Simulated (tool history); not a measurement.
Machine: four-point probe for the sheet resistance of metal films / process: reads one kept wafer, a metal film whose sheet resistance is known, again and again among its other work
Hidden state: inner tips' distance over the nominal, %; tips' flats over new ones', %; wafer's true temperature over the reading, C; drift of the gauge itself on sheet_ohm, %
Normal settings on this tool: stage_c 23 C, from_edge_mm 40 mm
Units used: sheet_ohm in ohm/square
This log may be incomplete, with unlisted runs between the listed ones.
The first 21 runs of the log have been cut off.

run,hour,stage_c,from_edge_mm,touches since the probe head was changed,hours of work since the stage's thermometer was calibrated,sheet_ohm
22,2170.4,23,9,156481,1929,5.798574
23,2311.7,23,9,165066,2034,5.801459
24,2420.7,23,9,171693,2116,5.799473
25,2559.1,22,6,180104,2220,5.827582
26,2620.1,22,6,183815,2265,5.827769
27,2752.5,22,6,191861,2365,5.827821
28,2862.9,23,14,198569,2447,5.792426
# hour 3001.9: new probe head fitted
29,3001.9,25,40,0,2551,5.741232
# hour 3092.8: stage's thermometer calibrated
30,3125.4,28,20,7474,24,5.744374
31,3218,25,20,13099,94,5.759858
32,3315.7,25,20,19039,167,5.762105
33,3447.5,31,8,27051,266,5.744283
34,3525.1,30,51,31764,324,5.734012
35,3652.1,22,48,39483,419,5.778628
36,3724.5,22,48,43886,473,5.78078
37,3785.2,22,48,47576,519,5.780082
38,3907.4,22,4,55002,610,5.857929
39,4051.3,22,4,63744,718,5.858375
40,4170.9,30,41,71017,808,5.736874
41,4300.6,30,37,78898,905,5.735743
42,4441.4,30,37,87455,1010,5.737995
43,4533.2,22,6,93035,1079,5.816665
44,4605.4,18,40,97422,1133,5.808306
45,4731.1,19,15,105062,1227,5.808318
46,4791.1,19,22,108710,1272,5.805078

Branching from run 46: 3 alternative next runs. What would each branch give?
A,4936.5,32,4,117547,1381,?
B,4936.5,28,22,117547,1381,?
C,4936.5,21,9,117547,1381,?

run,sheet_ohm
A,5.802211
B,5.753054
C,5.808525
With the hidden condition removed and each run's random variation left untouched, the same runs would have given:
run,sheet_ohm
A,5.817771
B,5.768598
C,5.824418
